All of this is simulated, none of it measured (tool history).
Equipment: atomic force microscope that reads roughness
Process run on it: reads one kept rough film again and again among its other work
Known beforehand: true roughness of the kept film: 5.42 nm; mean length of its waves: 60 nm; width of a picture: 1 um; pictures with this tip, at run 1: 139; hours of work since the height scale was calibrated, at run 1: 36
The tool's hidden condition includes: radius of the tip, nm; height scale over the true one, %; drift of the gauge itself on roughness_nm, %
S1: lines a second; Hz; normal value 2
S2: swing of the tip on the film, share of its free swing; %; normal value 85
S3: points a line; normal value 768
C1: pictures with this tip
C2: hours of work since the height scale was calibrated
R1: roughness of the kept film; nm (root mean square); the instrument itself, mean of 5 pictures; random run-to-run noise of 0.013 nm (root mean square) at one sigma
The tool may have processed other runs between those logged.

{"run": 1, "hour": 0.0, "S1": 2, "S2": 85, "S3": 768, "C1": 139, "C2": 36, "R1": 4.393}
{"hour": 4.4, "done": "new tip fitted"}
{"run": 2, "hour": 5.6, "S1": 2, "S2": 85, "S3": 768, "C1": 2, "C2": 39, "R1": 4.563}
{"run": 3, "hour": 13.2, "S1": 2, "S2": 85, "S3": 389, "C1": 16, "C2": 44, "R1": 4.56}
{"run": 4, "hour": 18.8, "S1": 2, "S2": 85, "S3": 389, "C1": 26, "C2": 48, "R1": 4.564}
{"run": 5, "hour": 26.1, "S1": 2, "S2": 85, "S3": 441, "C1": 38, "C2": 53, "R1": 4.555}
{"run": 6, "hour": 34.3, "S1": 2, "S2": 85, "S3": 384, "C1": 53, "C2": 58, "R1": 4.521}
{"run": 7, "hour": 43.0, "S1": 2, "S2": 85, "S3": 384, "C1": 68, "C2": 64, "R1": 4.474}
{"run": 8, "hour": 50.9, "S1": 3.69, "S2": 85, "S3": 384, "C1": 82, "C2": 69, "R1": 4.051}
{"run": 9, "hour": 58.5, "S1": 3.69, "S2": 85, "S3": 997, "C1": 96, "C2": 74, "R1": 4.031}
{"run": 10, "hour": 65.4, "S1": 2, "S2": 82, "S3": 768, "C1": 108, "C2": 78, "R1": 4.531}
{"run": 11, "hour": 70.2, "S1": 2, "S2": 82, "S3": 768, "C1": 117, "C2": 81, "R1": 4.529}
{"run": 12, "hour": 74.5, "S1": 2, "S2": 66, "S3": 768, "C1": 124, "C2": 84, "R1": 4.852}
{"run": 13, "hour": 78.6, "S1": 2, "S2": 66, "S3": 569, "C1": 132, "C2": 87, "R1": 4.863}
{"run": 14, "hour": 84.0, "S1": 2.12, "S2": 66, "S3": 569, "C1": 141, "C2": 90, "R1": 4.813}
{"hour": 87.7, "done": "new tip fitted"}
{"run": 15, "hour": 92.1, "S1": 2.12, "S2": 57, "S3": 569, "C1": 8, "C2": 95, "R1": 5.098}
{"run": 16, "hour": 100.5, "S1": 2.12, "S2": 57, "S3": 569, "C1": 23, "C2": 101, "R1": 5.077}
{"run": 17, "hour": 108.2, "S1": 2, "S2": 85, "S3": 768, "C1": 36, "C2": 106, "R1": 4.528}
{"run": 18, "hour": 117.4, "S1": 2, "S2": 85, "S3": 580, "C1": 53, "C2": 112, "R1": 4.531}
{"run": 19, "hour": 125.0, "S1": 2, "S2": 85, "S3": 580, "C1": 66, "C2": 117, "R1": 4.487}
{"run": 20, "hour": 131.7, "S1": 3.99, "S2": 69, "S3": 501, "C1": 78, "C2": 121, "R1": 4.57}
{"run": 21, "hour": 140.3, "S1": 3.99, "S2": 69, "S3": 501, "C1": 93, "C2": 127, "R1": 4.58}
{"run": 22, "hour": 146.1, "S1": 2.04, "S2": 69, "S3": 950, "C1": 104, "C2": 131, "R1": 4.832}
{"run": 23, "hour": 151.2, "S1": 2.04, "S2": 69, "S3": 950, "C1": 113, "C2": 134, "R1": 4.829}
{"run": 24, "hour": 156.8, "S1": 2.04, "S2": 69, "S3": 549, "C1": 123, "C2": 138, "R1": 4.806}
{"run": 25, "hour": 165.5, "S1": 0.82, "S2": 73, "S3": 549, "C1": 138, "C2": 143, "R1": 4.922}
{"hour": 170.5, "done": "new tip fitted"}
{"run": 26, "hour": 173.2, "S1": 0.82, "S2": 73, "S3": 549, "C1": 5, "C2": 148, "R1": 5.105}
{"run": 27, "hour": 178.5, "S1": 3.68, "S2": 73, "S3": 501, "C1": 14, "C2": 151, "R1": 4.56}
{"run": 28, "hour": 187.4, "S1": 2, "S2": 78, "S3": 488, "C1": 30, "C2": 157, "R1": 4.702}
{"run": 29, "hour": 191.5, "S1": 2, "S2": 78, "S3": 488, "C1": 37, "C2": 160, "R1": 4.725}
{"run": 30, "hour": 196.7, "S1": 2, "S2": 74, "S3": 488, "C1": 47, "C2": 163, "R1": 4.801}
{"run": 31, "hour": 206.2, "S1": 2, "S2": 74, "S3": 488, "C1": 64, "C2": 170, "R1": 4.767}
{"run": 32, "hour": 210.3, "S1": 2, "S2": 61, "S3": 768, "C1": 71, "C2": 172, "R1": 5.003}
{"run": 33, "hour": 216.1, "S1": 2, "S2": 61, "S3": 646, "C1": 81, "C2": 176, "R1": 4.978}
{"run": 34, "hour": 223.0, "S1": 2, "S2": 81, "S3": 646, "C1": 93, "C2": 180, "R1": 4.571}
{"run": 35, "hour": 229.1, "S1": 2.81, "S2": 61, "S3": 768, "C1": 104, "C2": 184, "R1": 4.863}
{"run": 36, "hour": 238.9, "S1": 0.54, "S2": 65, "S3": 768, "C1": 122, "C2": 191, "R1": 5.053}
{"run": 37, "hour": 246.6, "S1": 2, "S2": 59, "S3": 375, "C1": 135, "C2": 196, "R1": 4.928}
{"run": 38, "hour": 250.8, "S1": 1.89, "S2": 85, "S3": 865, "C1": 143, "C2": 199, "R1": 4.47}

Measured less the same run without the tool's hidden state. The same run-to-run variation is in both; the gauge's scatter may not be:
run=1 R1=-0.171
run=2 R1=-0.001
run=3 R1=-0.017
run=4 R1=-0.027
run=5 R1=-0.04
run=6 R1=-0.054
run=7 R1=-0.07
run=8 R1=-0.076
run=9 R1=-0.09
run=10 R1=-0.114
run=11 R1=-0.123
run=12 R1=-0.139
run=13 R1=-0.15
run=14 R1=-0.157
run=15 R1=-0.004
run=16 R1=-0.024
run=17 R1=-0.034
run=18 R1=-0.055
run=19 R1=-0.068
run=20 R1=-0.082
run=21 R1=-0.098
run=22 R1=-0.118
run=23 R1=-0.128
run=24 R1=-0.139
run=25 R1=-0.162
run=26 R1=-0.001
run=27 R1=-0.012
run=28 R1=-0.031
run=29 R1=-0.037
run=30 R1=-0.048
run=31 R1=-0.066
run=32 R1=-0.078
run=33 R1=-0.09
run=34 R1=-0.096
run=35 R1=-0.115
run=36 R1=-0.142
run=37 R1=-0.154
run=38 R1=-0.149
